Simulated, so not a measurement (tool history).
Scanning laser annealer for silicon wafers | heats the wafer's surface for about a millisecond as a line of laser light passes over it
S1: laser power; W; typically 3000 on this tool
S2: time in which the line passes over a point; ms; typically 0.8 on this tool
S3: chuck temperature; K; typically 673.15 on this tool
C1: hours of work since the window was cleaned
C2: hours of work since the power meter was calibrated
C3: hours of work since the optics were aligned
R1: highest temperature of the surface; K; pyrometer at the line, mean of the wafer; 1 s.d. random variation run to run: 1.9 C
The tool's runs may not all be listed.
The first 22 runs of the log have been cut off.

run	hour	S1	S2	S3	C1	C2	C3	R1
23	155.9	3000	0.609	645.15	159	276	694	1269.15
24	163.8	3166	0.913	677.15	164	282	700	1519.15
25	168.5	3220	0.628	684.15	167	285	703	1374.15
26	173.7	2716	0.715	702.15	171	288	707	1307.15
27	182.8	2610	0.8	701.15	177	295	713	1311.15
28	189	3000	0.8	697.15	181	299	717	1427.15
29	198.9	3000	0.8	697.15	188	305	723	1421.15
30	208.8	3000	0.8	697.15	194	312	730	1422.15
31	217	3212	0.563	661.15	200	318	736	1305.15
32	227.5	2959	0.926	681.15	207	325	743	1458.15
33	234.4	2959	0.959	667.15	211	329	747	1458.15
34	240.8	2597	0.8	710.15	216	334	752	1316.15
35	247.6	2597	0.8	710.15	220	338	756	1310.15
36	254.4	2597	0.622	675.15	225	343	761	1200.15
37	261.9	2597	0.622	675.15	230	348	766	1194.15
38	268.3	2597	0.622	675.15	234	352	770	1196.15
39	273.8	2597	0.622	675.15	238	356	774	1194.15
40	279.9	2765	0.63	678.15	242	360	778	1241.15
41	287.1	2765	0.63	678.15	247	365	783	1245.15

Here are 4 independent what-if runs from the current tool condition. What would each one return?
A	295.4	2845	0.96	656.15	253	370	788	?
B	295.4	3071	0.903	656.15	253	370	788	?
C	295.4	2799	0.8	686.15	253	370	788	?
D	295.4	2765	0.825	684.15	253	370	788	?

run	R1
A	1403.15
B	1445.15
C	1345.15
D	1345.15
Stripped of hidden state, with their random variation kept, the same runs would have yielded:
run	R1
A	1451.15
B	1495.15
C	1387.15
D	1388.15

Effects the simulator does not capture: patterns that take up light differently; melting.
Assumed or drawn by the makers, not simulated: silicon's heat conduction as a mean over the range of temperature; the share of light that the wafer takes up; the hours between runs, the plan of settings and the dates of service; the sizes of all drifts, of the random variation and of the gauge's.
